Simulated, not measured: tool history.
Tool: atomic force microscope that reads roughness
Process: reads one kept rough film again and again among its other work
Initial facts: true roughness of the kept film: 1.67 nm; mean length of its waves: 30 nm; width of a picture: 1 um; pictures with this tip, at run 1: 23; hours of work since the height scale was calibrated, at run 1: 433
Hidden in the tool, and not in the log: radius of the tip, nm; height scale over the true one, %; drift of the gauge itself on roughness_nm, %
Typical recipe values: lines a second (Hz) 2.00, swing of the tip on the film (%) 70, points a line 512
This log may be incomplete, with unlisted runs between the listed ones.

run,day,lines a second (Hz),swing of the tip on the film (%),points a line,pictures with this tip,hours of work since the height scale was calibrated,roughness of the kept film (nm (root mean square))
1,0.000,2.00,70,512,23,433,1.423
2,1.271,2.00,70,512,86,457,1.375
3,2.679,2.00,70,725,156,484,1.316
# day 4.679: new tip fitted
4,5.062,2.00,70,725,19,530,1.441
5,7.408,0.59,70,725,135,574,1.444
6,8.892,0.90,70,725,209,603,1.354
# day 9.883: new tip fitted
7,11.167,2.00,70,512,63,646,1.395
8,13.529,2.00,70,512,181,691,1.317
# day 14.988: new tip fitted
9,15.675,2.00,70,512,34,732,1.410
10,17.679,2.00,63,512,133,770,1.389
11,18.671,2.00,71,512,182,789,1.290
12,19.762,1.84,70,512,236,810,1.269
# day 20.138: new tip fitted
13,21.979,2.00,70,512,91,852,1.378
14,23.100,2.00,70,512,147,873,1.348
# day 25.342: new tip fitted
15,25.508,2.00,70,512,8,919,1.438
16,27.271,2.00,70,632,95,953,1.367
17,29.379,2.00,70,512,199,993,1.304
# day 30.492: new tip fitted
18,31.167,2.00,76,512,33,1027,1.363
19,32.167,2.00,76,512,83,1046,1.344
20,33.688,2.00,76,512,158,1075,1.282
21,34.688,2.00,76,512,207,1094,1.244
# day 35.600: new tip fitted
22,37.100,2.00,76,512,74,1140,1.338
23,38.817,2.00,76,512,159,1173,1.290
24,40.525,2.00,76,512,244,1205,1.239
# day 40.867: new tip fitted
25,42.079,0.76,70,512,61,1235,1.473
26,43.238,0.76,70,512,118,1257,1.435
27,44.929,0.82,72,533,202,1289,1.371
# day 46.012: new tip fitted
28,46.012,2.88,85,621,0,1309,1.228
29,47.683,2.88,85,621,83,1341,1.163
30,49.342,2.88,85,621,165,1373,1.122
31,50.854,2.88,85,620,240,1402,1.064
# day 51.100: new tip fitted
32,52.296,1.21,74,398,60,1429,1.440
# day 53.254: height scale calibrated on a step standard
33,54.142,1.21,74,398,149,17,1.373
# day 56.292: new tip fitted
34,56.292,1.21,74,398,0,58,1.521
# day 57.325: height scale calibrated on a step standard, once more
35,57.975,1.01,56,452,82,12,1.481
36,59.592,2.00,63,512,162,43,1.352
37,60.933,2.66,66,319,228,69,1.263
# day 61.500: new tip fitted
38,62.754,2.00,59,298,62,103,1.436
39,64.875,2.00,72,469,168,144,1.282
# day 66.700: new tip fitted
40,66.892,1.86,70,758,9,182,1.447
41,68.012,2.82,88,303,65,204,1.120
42,69.725,2.82,83,609,150,236,1.135
43,71.638,2.82,83,609,245,273,1.084
# day 71.862: new tip fitted
44,73.462,2.82,83,609,79,307,1.190
45,74.712,2.16,83,512,141,331,1.215
# day 77.104: new tip fitted
46,77.138,1.70,66,512,2,377,1.478
47,78.496,2.51,67,862,69,403,1.376
48,79.733,2.51,67,862,131,427,1.333
49,81.767,2.51,67,862,231,466,1.258
# day 82.200: new tip fitted
50,83.700,2.51,67,862,74,502,1.390
51,85.771,2.51,67,862,177,542,1.296
# day 87.371: new tip fitted
52,88.121,2.51,67,862,37,586,1.406

What differs in the tool's unlogged condition from the final listed run ahead of each entry between runs to the first listed run following it?
In the gap between runs 3 and 4: new tip fitted (day 4.679)
  radius of the tip, nm: 20.8 -> 8.8; height scale over the true one, %: 0.38 -> 0.43
  measured value less the no-hidden-state value, roughness of the kept film (nm (root mean square)): -0.121 -> -0.012
In the gap between runs 6 and 7: new tip fitted (day 9.883)
  radius of the tip, nm: 25.6 -> 12.5; height scale over the true one, %: 0.5 -> 0.55
  measured value less the no-hidden-state value, roughness of the kept film (nm (root mean square)): -0.167 -> -0.046
In the gap between runs 8 and 9: new tip fitted (day 14.988)
  radius of the tip, nm: 22.6 -> 10.6; height scale over the true one, %: 0.59 -> 0.63
  measured value less the no-hidden-state value, roughness of the kept film (nm (root mean square)): -0.135 -> -0.026
In the gap between runs 12 and 13: new tip fitted (day 20.138)
  radius of the tip, nm: 28.2 -> 15.4; height scale over the true one, %: 0.71 -> 0.75
  measured value less the no-hidden-state value, roughness of the kept film (nm (root mean square)): -0.178 -> -0.071
In the gap between runs 14 and 15: new tip fitted (day 25.342)
  radius of the tip, nm: 19.6 -> 8.6; height scale over the true one, %: 0.77 -> 0.82
  measured value less the no-hidden-state value, roughness of the kept film (nm (root mean square)): -0.107 -> -0.004
In the gap between runs 17 and 18: new tip fitted (day 30.492)
  radius of the tip, nm: 25.2 -> 10.2; height scale over the true one, %: 0.89 -> 0.92
  measured value less the no-hidden-state value, roughness of the kept film (nm (root mean square)): -0.151 -> -0.018
In the gap between runs 21 and 22: new tip fitted (day 35.600)
  radius of the tip, nm: 25.3 -> 13.7; height scale over the true one, %: 0.99 -> 1.03
  measured value less the no-hidden-state value, roughness of the kept film (nm (root mean square)): -0.145 -> -0.048
In the gap between runs 24 and 25: new tip fitted (day 40.867)
  radius of the tip, nm: 27.9 -> 12.8; height scale over the true one, %: 1.1 -> 1.13
  measured value less the no-hidden-state value, roughness of the kept film (nm (root mean square)): -0.165 -> -0.042
In the gap between runs 27 and 28: new tip fitted (day 46.012)
  radius of the tip, nm: 24.6 -> 7.1; height scale over the true one, %: 1.18 -> 1.2
  measured value less the no-hidden-state value, roughness of the kept film (nm (root mean square)): -0.151 -> +0.014
In the gap between runs 31 and 32: new tip fitted (day 51.100)
  radius of the tip, nm: 28.3 -> 12.7; height scale over the true one, %: 1.3 -> 1.32
  measured value less the no-hidden-state value, roughness of the kept film (nm (root mean square)): -0.144 -> -0.037
In the gap between runs 32 and 33: height scale calibrated on a step standard (day 53.254)
  radius of the tip, nm: 12.7 -> 20.1; height scale over the true one, %: 1.32 -> 2.17
  measured value less the no-hidden-state value, roughness of the kept film (nm (root mean square)): -0.037 -> -0.093
In the gap between runs 33 and 34: new tip fitted (day 56.292)
  radius of the tip, nm: 20.1 -> 7; height scale over the true one, %: 2.17 -> 2.21
  measured value less the no-hidden-state value, roughness of the kept film (nm (root mean square)): -0.093 -> +0.033
In the gap between runs 34 and 35: height scale calibrated on a step standard, once more (day 57.325)
  radius of the tip, nm: 7 -> 14.3; height scale over the true one, %: 2.21 -> 0.05
  measured value less the no-hidden-state value, roughness of the kept film (nm (root mean square)): +0.033 -> -0.075
In the gap between runs 37 and 38: new tip fitted (day 61.500)
  radius of the tip, nm: 26.8 -> 13.2; height scale over the true one, %: 0.1 -> 0.14
  measured value less the no-hidden-state value, roughness of the kept film (nm (root mean square)): -0.174 -> -0.059
In the gap between runs 39 and 40: new tip fitted (day 66.700)
  radius of the tip, nm: 22.3 -> 8.2; height scale over the true one, %: 0.18 -> 0.21
  measured value less the no-hidden-state value, roughness of the kept film (nm (root mean square)): -0.134 -> -0.009
In the gap between runs 43 and 44: new tip fitted (day 71.862)
  radius of the tip, nm: 28.3 -> 13.6; height scale over the true one, %: 0.3 -> 0.34
  measured value less the no-hidden-state value, roughness of the kept film (nm (root mean square)): -0.158 -> -0.052
In the gap between runs 45 and 46: new tip fitted (day 77.104)
  radius of the tip, nm: 19.2 -> 7.5; height scale over the true one, %: 0.36 -> 0.41
  measured value less the no-hidden-state value, roughness of the kept film (nm (root mean square)): -0.098 -> +0.001
In the gap between runs 49 and 50: new tip fitted (day 82.200)
  radius of the tip, nm: 27.8 -> 13.3; height scale over the true one, %: 0.5 -> 0.53
  measured value less the no-hidden-state value, roughness of the kept film (nm (root mean square)): -0.176 -> -0.053
In the gap between runs 51 and 52: new tip fitted (day 87.371)
  radius of the tip, nm: 22.9 -> 10.9; height scale over the true one, %: 0.57 -> 0.62
  measured value less the no-hidden-state value, roughness of the kept film (nm (root mean square)): -0.136 -> -0.030
